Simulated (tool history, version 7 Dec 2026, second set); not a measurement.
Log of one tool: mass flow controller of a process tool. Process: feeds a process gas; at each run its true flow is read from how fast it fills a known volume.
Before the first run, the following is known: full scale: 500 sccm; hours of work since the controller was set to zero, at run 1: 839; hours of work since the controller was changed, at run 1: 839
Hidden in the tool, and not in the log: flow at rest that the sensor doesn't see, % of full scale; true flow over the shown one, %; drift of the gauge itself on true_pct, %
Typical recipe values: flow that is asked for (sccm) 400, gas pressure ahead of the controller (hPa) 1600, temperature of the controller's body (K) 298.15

run    hour  flow that is asked for (sccm)  gas pressure ahead of the controller (hPa)  temperature of the controller's body (K)  hours of work since the controller was set to zero  hours of work since the controller was changed  true flow (%)
  1     0.0                            400                                        1600                                    298.15                                                 839                                             839          99.67
  2    88.4                            400                                        1600                                    298.15                                                 909                                             909          99.57
  3   172.6                            400                                        1600                                    298.15                                                 975                                             975          99.51
  4   223.9                            400                                        1600                                    309.15                                                1016                                            1016          99.96
  5   272.1                             57                                        1600                                    309.15                                                1054                                            1054          99.20
  6   343.1                            400                                        1600                                    298.15                                                1110                                            1110          99.44
  7   383.2                             56                                        1600                                    298.15                                                1142                                            1142          98.71
  8   423.6                             56                                        2650                                    298.15                                                1174                                            1174          98.97
  9   513.9                            400                                        1750                                    298.15                                                1246                                            1246          99.44
 10   586.2                            160                                        1600                                    298.15                                                1303                                            1303          98.70
 11   670.3                            160                                        1600                                    298.15                                                1369                                            1369          98.69
 12   752.4                            400                                        1600                                    298.15                                                1434                                            1434          99.27
 13   795.2                            400                                        1740                                    298.15                                                1468                                            1468          99.19
 14   866.6                            400                                        1740                                    298.15                                                1525                                            1525          99.29
 15   936.8                            400                                        1600                                    298.15                                                1580                                            1580          99.11
 16  1020.7                            400                                        1600                                    298.15                                                1647                                            1647          99.02
 17  1062.5                            400                                        1600                                    298.15                                                1680                                            1680          99.07
 18  1142.9                            400                                        1600                                    298.15                                                1743                                            1743          99.14
 19  1207.6                            400                                        1600                                    298.15                                                1795                                            1795          98.94
 20  1276.5                            130                                        2340                                    312.15                                                1849                                            1849          99.25
 21  1357.2                            400                                        1600                                    308.15                                                1913                                            1913          99.42
 22  1425.2                             67                                        1600                                    298.15                                                1967                                            1967          98.18
 23  1515.8                            264                                        1460                                    293.15                                                2039                                            2039          98.22
 24  1553.9                            264                                        1460                                    293.15                                                2069                                            2069          98.24
 25  1636.8                            391                                        1460                                    302.15                                                2134                                            2134          98.91
 26  1712.8                            391                                        2200                                    302.15                                                2195                                            2195          99.12
 27  1772.7                            400                                        2370                                    298.15                                                2242                                            2242          98.95
 28  1847.5                            400                                        2370                                    298.15                                                2301                                            2301          98.95
 29  1888.1                            313                                        1680                                    310.15                                                2333                                            2333          99.07
 30  1979.7                             52                                        1600                                    298.15                                                2406                                            2406          97.78
 31  2055.9                            213                                        1570                                    298.15                                                2466                                            2466          98.09
     2077.2  -- gauge calibrated
 32  2097.5                            400                                        1600                                    298.15                                                2499                                            2499          99.62
 33  2147.6                            192                                        1890                                    299.15                                                2539                                            2539          99.18
 34  2193.7                            400                                        1600                                    295.15                                                2575                                            2575          99.47
 35  2265.5                            196                                        2390                                    313.15                                                2632                                            2632          99.97
 36  2353.0                            196                                        2390                                    313.15                                                2701                                            2701         100.03
 37  2425.0                            143                                        2550                                    307.15                                                2758                                            2758          99.59
 38  2491.1                            431                                        1600                                    304.15                                                2811                                            2811          99.82

Hidden state or all else? Some run-to-run changes of true flow (%), split into what the settings, what came in and random variation would give without the hidden state, and what is left for the hidden state (with any gauge scatter that isn't in both results):
Run 1 -> 2: settings left as they were, no log entry in between. true flow (%) -0.10: hidden state -0.05, all else -0.05.
Run 9 -> 10: flow that is asked for (sccm) 400 -> 160, gas pressure ahead of the controller (hPa) 1750 -> 1600. true flow (%) -0.74: hidden state -0.05, all else -0.69.
Run 21 -> 22: flow that is asked for (sccm) 400 -> 67, temperature of the controller's body (K) 308.15 -> 298.15. true flow (%) -1.24: hidden state -0.04, all else -1.20.
Run 29 -> 30: flow that is asked for (sccm) 313 -> 52, gas pressure ahead of the controller (hPa) 1680 -> 1600, temperature of the controller's body (K) 310.15 -> 298.15. true flow (%) -1.29: hidden state -0.05, all else -1.24.
Run 31 -> 32: flow that is asked for (sccm) 213 -> 400, gas pressure ahead of the controller (hPa) 1570 -> 1600, gauge calibrated. true flow (%) +1.53: hidden state +1.08, all else +0.45.
